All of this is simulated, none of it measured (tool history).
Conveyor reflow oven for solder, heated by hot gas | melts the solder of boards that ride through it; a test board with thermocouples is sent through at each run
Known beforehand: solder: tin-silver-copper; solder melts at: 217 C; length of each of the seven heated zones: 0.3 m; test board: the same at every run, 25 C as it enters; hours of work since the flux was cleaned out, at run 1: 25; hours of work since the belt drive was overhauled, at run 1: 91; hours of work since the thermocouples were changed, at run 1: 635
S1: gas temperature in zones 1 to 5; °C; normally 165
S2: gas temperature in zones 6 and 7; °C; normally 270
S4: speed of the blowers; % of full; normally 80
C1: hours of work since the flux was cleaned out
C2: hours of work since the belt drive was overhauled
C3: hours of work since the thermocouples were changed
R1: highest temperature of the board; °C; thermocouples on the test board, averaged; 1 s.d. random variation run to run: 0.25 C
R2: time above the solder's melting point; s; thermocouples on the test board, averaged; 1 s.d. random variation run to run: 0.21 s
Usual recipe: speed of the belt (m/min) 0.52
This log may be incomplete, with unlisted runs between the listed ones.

run 1 hour=0 | S1=165 S2=270 speed_of_the_belt_(m/min)=0.52 S4=80 | C1=25 C2=91 C3=635 | R1=249 R2=46.9
run 2 hour=8.9 | S1=165 S2=270 speed_of_the_belt_(m/min)=0.52 S4=80 | C1=29 C2=95 C3=640 | R1=249.1 R2=46.4
run 3 hour=17.5 | S1=165 S2=270 speed_of_the_belt_(m/min)=0.52 S4=80 | C1=33 C2=100 C3=644 | R1=249.6 R2=46.6
run 4 hour=27.9 | S1=165 S2=270 speed_of_the_belt_(m/min)=0.52 S4=55 | C1=38 C2=105 C3=649 | R1=242 R2=39.3
run 5 hour=36.7 | S1=178 S2=270 speed_of_the_belt_(m/min)=0.52 S4=80 | C1=43 C2=109 C3=653 | R1=251.4 R2=52.5
run 6 hour=44 | S1=165 S2=270 speed_of_the_belt_(m/min)=0.52 S4=80 | C1=46 C2=112 C3=657 | R1=248.9 R2=46.4
run 7 hour=50.2 | S1=165 S2=270 speed_of_the_belt_(m/min)=0.52 S4=80 | C1=49 C2=115 C3=660 | R1=249 R2=46.3
run 8 hour=58.9 | S1=165 S2=270 speed_of_the_belt_(m/min)=0.52 S4=80 | C1=53 C2=120 C3=664 | R1=248.8 R2=46.5
run 9 hour=64.9 | S1=165 S2=270 speed_of_the_belt_(m/min)=0.506 S4=80 | C1=56 C2=122 C3=667 | R1=250 R2=49
run 10 hour=76.4 | S1=165 S2=270 speed_of_the_belt_(m/min)=0.612 S4=80 | C1=62 C2=128 C3=672 | R1=241.8 R2=33.6
-- hour=81.5 belt drive overhauled, speed set with a stopwatch
run 11 hour=85.8 | S1=165 S2=270 speed_of_the_belt_(m/min)=0.52 S4=58 | C1=64 C2=2 C3=675 | R1=243.5 R2=40.4
run 12 hour=97.4 | S1=165 S2=270 speed_of_the_belt_(m/min)=0.52 S4=58 | C1=70 C2=8 C3=681 | R1=243.2 R2=40
run 13 hour=102.4 | S1=165 S2=270 speed_of_the_belt_(m/min)=0.52 S4=58 | C1=72 C2=10 C3=683 | R1=243.2 R2=40.2
run 14 hour=107.9 | S1=165 S2=270 speed_of_the_belt_(m/min)=0.52 S4=67 | C1=75 C2=13 C3=686 | R1=245.6 R2=42.8
-- hour=117.2 belt drive overhauled, speed set with a stopwatch, once more
run 15 hour=122 | S1=165 S2=270 speed_of_the_belt_(m/min)=0.52 S4=81 | C1=80 C2=2 C3=690 | R1=248.8 R2=46
run 16 hour=132.3 | S1=165 S2=270 speed_of_the_belt_(m/min)=0.52 S4=80 | C1=85 C2=7 C3=696 | R1=249.3 R2=45.8
run 17 hour=138.4 | S1=165 S2=270 speed_of_the_belt_(m/min)=0.532 S4=69 | C1=88 C2=10 C3=698 | R1=244.7 R2=41.3
run 18 hour=143.8 | S1=165 S2=270 speed_of_the_belt_(m/min)=0.532 S4=69 | C1=91 C2=13 C3=701 | R1=244.8 R2=41.2
run 19 hour=155.4 | S1=165 S2=269 speed_of_the_belt_(m/min)=0.52 S4=80 | C1=96 C2=18 C3=707 | R1=247.9 R2=44.9
run 20 hour=165.9 | S1=153 S2=270 speed_of_the_belt_(m/min)=0.52 S4=80 | C1=101 C2=24 C3=712 | R1=246.2 R2=40.7
run 21 hour=176.8 | S1=153 S2=270 speed_of_the_belt_(m/min)=0.52 S4=80 | C1=107 C2=29 C3=717 | R1=246.2 R2=40.7
run 22 hour=187 | S1=155 S2=259 speed_of_the_belt_(m/min)=0.586 S4=80 | C1=111 C2=34 C3=722 | R1=233.1 R2=23.7
run 23 hour=198.1 | S1=165 S2=270 speed_of_the_belt_(m/min)=0.481 S4=80 | C1=117 C2=39 C3=727 | R1=251.2 R2=52
run 24 hour=203.7 | S1=165 S2=270 speed_of_the_belt_(m/min)=0.587 S4=52 | C1=119 C2=42 C3=730 | R1=234.8 R2=25.9
run 25 hour=214.4 | S1=153 S2=267 speed_of_the_belt_(m/min)=0.596 S4=87 | C1=125 C2=47 C3=735 | R1=239.1 R2=29.6
run 26 hour=219.3 | S1=153 S2=267 speed_of_the_belt_(m/min)=0.596 S4=87 | C1=127 C2=49 C3=737 | R1=239 R2=29.4
run 27 hour=230.2 | S1=172 S2=270 speed_of_the_belt_(m/min)=0.499 S4=80 | C1=132 C2=55 C3=743 | R1=250.8 R2=52.1
run 28 hour=235.4 | S1=172 S2=270 speed_of_the_belt_(m/min)=0.499 S4=80 | C1=135 C2=57 C3=745 | R1=250.8 R2=51.3
run 29 hour=246.2 | S1=172 S2=270 speed_of_the_belt_(m/min)=0.499 S4=80 | C1=140 C2=62 C3=751 | R1=250.8 R2=52.1
run 30 hour=251.1 | S1=165 S2=270 speed_of_the_belt_(m/min)=0.543 S4=80 | C1=142 C2=65 C3=753 | R1=246.4 R2=41.6
run 31 hour=256.4 | S1=165 S2=270 speed_of_the_belt_(m/min)=0.543 S4=80 | C1=145 C2=67 C3=755 | R1=245.7 R2=41.5

Some steps in R1 between neighbouring runs. How much of each would the tool show without its hidden state too (settings, what came in, random variation), and how much is left for the hidden state, with any gauge scatter that isn't in both results?
The tool's hidden condition here consists of: heat that the gas passes to the board, % of a clean oven's; belt's true speed, % of the reading; true gas temperature in zones 6 and 7 over the reading, C; drift of the gauge itself on peak_c, C; drift of the gauge itself on liquid_s, %.
Run 14 -> 15: S4 67 -> 81, belt drive overhauled, speed set with a stopwatch, once more. R1 +3.2 °C: hidden state -0.3, all else +3.5.
Run 21 -> 22: S1 153 -> 155, S2 270 -> 259, speed of the belt (m/min) 0.52 -> 0.586. R1 -13.1 °C: hidden state +0, all else -13.1.
Run 22 -> 23: S1 155 -> 165, S2 259 -> 270, speed of the belt (m/min) 0.586 -> 0.481. R1 +18.1 °C: hidden state +0, all else +18.1.
Run 23 -> 24: speed of the belt (m/min) 0.481 -> 0.587, S4 80 -> 52. R1 -16.4 °C: hidden state +0.2, all else -16.6.
Run 24 -> 25: S1 165 -> 153, S2 270 -> 267, speed of the belt (m/min) 0.587 -> 0.596, S4 52 -> 87. R1 +4.3 °C: hidden state -0.7, all else +5.
Run 26 -> 27: S1 153 -> 172, S2 267 -> 270, speed of the belt (m/min) 0.596 -> 0.499, S4 87 -> 80. R1 +11.8 °C: hidden state +0.4, all else +11.4.
